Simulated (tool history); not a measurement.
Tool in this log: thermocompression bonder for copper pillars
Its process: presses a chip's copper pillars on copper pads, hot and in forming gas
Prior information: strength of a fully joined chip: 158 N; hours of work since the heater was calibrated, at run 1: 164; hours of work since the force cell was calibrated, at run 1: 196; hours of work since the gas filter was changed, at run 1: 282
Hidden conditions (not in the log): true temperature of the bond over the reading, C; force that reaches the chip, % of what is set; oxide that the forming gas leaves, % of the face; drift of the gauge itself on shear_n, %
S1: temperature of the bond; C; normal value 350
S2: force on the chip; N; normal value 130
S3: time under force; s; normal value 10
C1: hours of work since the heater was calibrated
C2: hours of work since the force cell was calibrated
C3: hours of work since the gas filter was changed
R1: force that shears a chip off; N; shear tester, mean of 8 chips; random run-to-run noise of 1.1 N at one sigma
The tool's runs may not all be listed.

run,hour,S1,S2,S3,C1,C2,C3,R1
1,0,350,130,10,164,196,282,103.4
2,9.9,350,130,10,170,201,288,101.6
3,16.7,350,140,10,174,205,292,109.7
4,25.3,350,140,9,179,210,297,105
5,39,350,140,9,187,218,305,106.2
6,49.3,350,140,9,193,224,311,106.6
7,54.8,350,130,10,196,228,314,104.3
8,64.6,350,130,10,202,233,320,105.7
9,74.2,350,130,10,208,239,325,102.6
10,83.4,374,130,10,213,244,331,120.1
11,93,350,130,10,219,250,336,100
12,105.8,350,130,10,226,257,344,103
13,115.7,350,130,10,232,263,349,104
14,122.6,350,130,10,236,267,353,101.4
15,135.2,369,130,10,243,274,361,116.8
16,143.1,369,130,10,248,279,365,120.6
17,153.3,369,130,10,254,285,371,116.3
18,161.7,350,130,10,259,290,376,100
19,172.5,359,130,10,265,296,383,110.9
20,184.2,350,130,10,272,303,389,101.8
21,196.7,350,130,10,279,310,397,103.3
22,203.4,321,99,5,283,314,401,42.9
23,209.5,350,130,16,287,318,404,115.6
# hour 216.8: forming gas filter changed
24,218.5,350,130,9,292,323,1,98.6
25,226.3,338,136,10,296,327,6,94.6
26,237.3,338,136,10,303,334,12,95.3
27,250.5,371,145,7,310,342,20,119.1
28,262,356,174,10,317,348,26,130.2
29,274.3,356,103,18,324,355,34,106.7
30,284.7,359,103,21,330,361,40,112.5
31,295.2,341,85,21,336,368,46,83.6
32,304.5,369,80,21,342,373,51,103
33,312.7,369,80,21,347,378,56,103.4
34,322.3,321,82,20,352,383,62,64.2
35,332.7,367,82,8,358,389,68,75.6
36,343.8,367,82,8,365,396,74,76.8
37,351.3,354,124,12,369,400,79,108
38,360,350,81,10,374,405,84,66
39,369,365,130,7,380,411,89,105

3 options for the next run, each taken on its own from the tool as it stands now. Forecast them:
A,376.8,344,176,21,384,415,93,?
B,376.8,365,130,29,384,415,93,?
C,376.8,352,130,18,384,415,93,?

run,R1
A,139.8
B,140.9
C,121.6
Had the tool no hidden state, the same runs would have come out as:
run,R1
A,140
B,141.1
C,121.9

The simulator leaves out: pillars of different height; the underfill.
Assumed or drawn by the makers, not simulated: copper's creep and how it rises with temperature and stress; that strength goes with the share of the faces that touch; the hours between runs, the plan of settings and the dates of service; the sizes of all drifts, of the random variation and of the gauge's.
